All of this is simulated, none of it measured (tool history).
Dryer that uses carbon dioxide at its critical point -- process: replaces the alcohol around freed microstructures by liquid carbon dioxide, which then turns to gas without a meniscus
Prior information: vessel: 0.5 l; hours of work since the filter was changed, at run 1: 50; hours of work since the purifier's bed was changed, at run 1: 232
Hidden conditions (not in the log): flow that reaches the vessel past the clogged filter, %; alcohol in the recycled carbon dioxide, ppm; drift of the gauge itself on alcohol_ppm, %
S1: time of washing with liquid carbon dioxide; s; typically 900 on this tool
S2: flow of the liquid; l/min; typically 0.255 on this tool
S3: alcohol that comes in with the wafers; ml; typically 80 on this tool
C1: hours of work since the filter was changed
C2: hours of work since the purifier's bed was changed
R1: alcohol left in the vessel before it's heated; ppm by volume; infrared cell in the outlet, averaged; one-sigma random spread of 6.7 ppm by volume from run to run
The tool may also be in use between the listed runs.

Run 1, hour 0: usual settings; C1 50; C2 232. Result: R1 381 ppm by volume.
Run 2, hour 6.9: usual settings; C1 54; C2 236. Result: R1 365 ppm by volume.
Run 3, hour 15.5: usual settings; C1 59; C2 241. Result: R1 366 ppm by volume.
Run 4, hour 26.3: usual settings; C1 65; C2 247. Result: R1 381 ppm by volume.
Run 5, hour 34.6: usual settings but S3 54 ml; C1 70; C2 252. Result: R1 283 ppm by volume.
Run 6, hour 45.3: usual settings but S3 54 ml; C1 76; C2 258. Result: R1 275 ppm by volume.
Run 7, hour 55.1: usual settings; C1 82; C2 264. Result: R1 402 ppm by volume.
Run 8, hour 62.3: usual settings; C1 86; C2 268. Result: R1 386 ppm by volume.
Run 9, hour 66.7: usual settings but S1 840 s; C1 88; C2 270. Result: R1 558 ppm by volume.
Run 10, hour 77.3: usual settings but S1 840 s; C1 94; C2 276. Result: R1 578 ppm by volume.
Run 11, hour 84.8: usual settings but S1 720 s, S3 53 ml; C1 99; C2 281. Result: R1 836 ppm by volume.
Run 12, hour 93.9: usual settings but S1 720 s, S3 53 ml; C1 104; C2 286. Result: R1 867 ppm by volume.
Run 13, hour 98.5: usual settings but S1 720 s, S3 53 ml; C1 106; C2 288. Result: R1 844 ppm by volume.
Run 14, hour 108.1: usual settings but S1 840 s, S3 53 ml; C1 112; C2 294. Result: R1 402 ppm by volume.
Run 15, hour 114.4: usual settings but S1 840 s, S3 53 ml; C1 115; C2 297. Result: R1 403 ppm by volume.
Run 16, hour 124.6: usual settings but S1 780 s, S2 0.179 l/min, S3 45 ml; C1 121; C2 303. Result: R1 2150 ppm by volume.
Run 17, hour 132.3: usual settings but S1 1080 s, S2 0.216 l/min, S3 57 ml; C1 126; C2 308. Result: R1 290 ppm by volume.
Run 18, hour 138.3: usual settings but S1 1080 s, S2 0.216 l/min, S3 57 ml; C1 129; C2 311. Result: R1 274 ppm by volume.

Hidden state or all else? Some run-to-run changes of R1, split into what the settings, what came in and random variation would give without the hidden state, and what is left for the hidden state (with any gauge scatter that isn't in both results):
Run 16 -> 17: S1 780 -> 1080, S2 0.179 -> 0.216, S3 45 -> 57. R1 -1860 ppm by volume: hidden state -202, all else -1658.
